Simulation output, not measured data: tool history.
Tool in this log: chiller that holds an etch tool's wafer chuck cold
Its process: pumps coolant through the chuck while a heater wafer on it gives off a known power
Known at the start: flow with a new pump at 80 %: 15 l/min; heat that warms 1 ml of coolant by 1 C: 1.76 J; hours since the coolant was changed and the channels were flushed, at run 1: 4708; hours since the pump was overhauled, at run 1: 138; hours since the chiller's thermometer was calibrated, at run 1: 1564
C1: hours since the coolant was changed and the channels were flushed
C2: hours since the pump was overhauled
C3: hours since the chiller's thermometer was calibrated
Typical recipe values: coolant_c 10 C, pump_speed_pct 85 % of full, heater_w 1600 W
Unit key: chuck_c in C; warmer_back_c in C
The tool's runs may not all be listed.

{"run": 1, "hour": 0.0, "coolant_c": 10, "pump_speed_pct": 85, "heater_w": 1600, "C1": 4708, "C2": 138, "C3": 1564, "chuck_c": 19.25, "warmer_back_c": 3.44}
{"run": 2, "hour": 95.3, "coolant_c": 10, "pump_speed_pct": 85, "heater_w": 1600, "C1": 4803, "C2": 234, "C3": 1659, "chuck_c": 19.37, "warmer_back_c": 3.42}
{"run": 3, "hour": 159.5, "coolant_c": 10, "pump_speed_pct": 85, "heater_w": 1600, "C1": 4868, "C2": 298, "C3": 1723, "chuck_c": 19.41, "warmer_back_c": 3.43}
{"run": 4, "hour": 277.9, "coolant_c": 10, "pump_speed_pct": 85, "heater_w": 1600, "C1": 4986, "C2": 416, "C3": 1841, "chuck_c": 19.44, "warmer_back_c": 3.45}
{"run": 5, "hour": 409.9, "coolant_c": 10, "pump_speed_pct": 85, "heater_w": 1600, "C1": 5118, "C2": 548, "C3": 1973, "chuck_c": 19.43, "warmer_back_c": 3.49}
{"run": 6, "hour": 471.8, "coolant_c": 10, "pump_speed_pct": 67, "heater_w": 1600, "C1": 5180, "C2": 610, "C3": 2035, "chuck_c": 21.11, "warmer_back_c": 4.31}
{"run": 7, "hour": 563.8, "coolant_c": 10, "pump_speed_pct": 67, "heater_w": 1600, "C1": 5272, "C2": 702, "C3": 2127, "chuck_c": 21.06, "warmer_back_c": 4.39}
{"run": 8, "hour": 694.4, "coolant_c": 10, "pump_speed_pct": 80, "heater_w": 1600, "C1": 5402, "C2": 833, "C3": 2258, "chuck_c": 19.81, "warmer_back_c": 3.71}
{"run": 9, "hour": 797.8, "coolant_c": 14, "pump_speed_pct": 85, "heater_w": 1600, "C1": 5506, "C2": 936, "C3": 2361, "chuck_c": 23.45, "warmer_back_c": 3.47}
{"run": 10, "hour": 906.2, "coolant_c": 10, "pump_speed_pct": 85, "heater_w": 1600, "C1": 5614, "C2": 1045, "C3": 2470, "chuck_c": 19.41, "warmer_back_c": 3.53}
{"run": 11, "hour": 977.8, "coolant_c": 10, "pump_speed_pct": 85, "heater_w": 1600, "C1": 5686, "C2": 1116, "C3": 2541, "chuck_c": 19.49, "warmer_back_c": 3.45}
{"run": 12, "hour": 1077.8, "coolant_c": 6, "pump_speed_pct": 85, "heater_w": 1600, "C1": 5786, "C2": 1216, "C3": 2641, "chuck_c": 15.53, "warmer_back_c": 3.49}
{"run": 13, "hour": 1179.4, "coolant_c": 10, "pump_speed_pct": 77, "heater_w": 1741, "C1": 5887, "C2": 1318, "C3": 2743, "chuck_c": 21.21, "warmer_back_c": 4.24}
{"run": 14, "hour": 1295.8, "coolant_c": 19, "pump_speed_pct": 85, "heater_w": 1462, "C1": 6004, "C2": 1434, "C3": 2859, "chuck_c": 27.62, "warmer_back_c": 3.2}
{"run": 15, "hour": 1371.5, "coolant_c": 3, "pump_speed_pct": 75, "heater_w": 1600, "C1": 6080, "C2": 1510, "C3": 2935, "chuck_c": 13.37, "warmer_back_c": 3.97}
{"run": 16, "hour": 1463.2, "coolant_c": 3, "pump_speed_pct": 75, "heater_w": 1600, "C1": 6171, "C2": 1602, "C3": 3027, "chuck_c": 13.46, "warmer_back_c": 3.94}
{"run": 17, "hour": 1550.0, "coolant_c": 10, "pump_speed_pct": 61, "heater_w": 2352, "C1": 6258, "C2": 1688, "C3": 3114, "chuck_c": 27.82, "warmer_back_c": 7.1}

What does the tool deliver on the next run?
{"run": 18, "hour": 1613.4, "coolant_c": 15, "pump_speed_pct": 62, "heater_w": 2032, "C1": 6321, "C2": 1752, "C3": 3177, "chuck_c": "?", "warmer_back_c": "?"}

Run 18 yielded chuck_c 30.23 C, warmer_back_c 6.04 C.
Minus the tool's unlogged condition, the same run would have read chuck_c 29.52 C, warmer_back_c 5.88 C.

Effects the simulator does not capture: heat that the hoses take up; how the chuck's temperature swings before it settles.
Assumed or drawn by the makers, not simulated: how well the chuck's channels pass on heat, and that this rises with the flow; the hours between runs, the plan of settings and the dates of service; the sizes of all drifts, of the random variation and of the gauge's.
